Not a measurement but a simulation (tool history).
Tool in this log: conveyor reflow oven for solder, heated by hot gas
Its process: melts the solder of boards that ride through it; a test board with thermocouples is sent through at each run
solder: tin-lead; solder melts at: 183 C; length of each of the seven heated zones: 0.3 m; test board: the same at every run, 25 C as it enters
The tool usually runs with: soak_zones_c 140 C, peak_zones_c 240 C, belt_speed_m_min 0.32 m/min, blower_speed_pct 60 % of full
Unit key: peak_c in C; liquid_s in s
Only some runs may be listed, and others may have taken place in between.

run	hour	soak_zones_c	peak_zones_c	belt_speed_m_min	blower_speed_pct	peak_c	liquid_s
1	0	140	240	0.32	60	227.2	97.7
2	25.7	140	240	0.32	60	227.4	97.5
3	53.4	140	240	0.32	60	227.5	97.3
4	80.1	140	240	0.32	60	227.3	97.4
5	101.6	140	240	0.32	60	227.1	97.4
6	125.3	140	240	0.32	78	231	100.4
7	141.6	140	242	0.339	55	225.7	90.4
8	167.9	140	247	0.354	55	228.3	88.5
9	180.3	140	247	0.354	55	228.6	88.4
10	194.1	155	231	0.32	61	221.1	100.7
11	210.7	141	248	0.32	63	235.2	104.3

Alternative continuations, all from the tool just after run 11; predict every row:
A	227.2	140	240	0.32	80	?	?
B	227.2	145	248	0.32	60	?	?
C	227.2	136	248	0.264	63	?	?

run	peak_c	liquid_s
A	230.9	100.4
B	234.8	105.4
C	240	127.2
Had the tool no hidden state, the same runs would have come out as:
run	peak_c	liquid_s
A	231.3	99.7
B	235	104.1
C	240.1	125.6

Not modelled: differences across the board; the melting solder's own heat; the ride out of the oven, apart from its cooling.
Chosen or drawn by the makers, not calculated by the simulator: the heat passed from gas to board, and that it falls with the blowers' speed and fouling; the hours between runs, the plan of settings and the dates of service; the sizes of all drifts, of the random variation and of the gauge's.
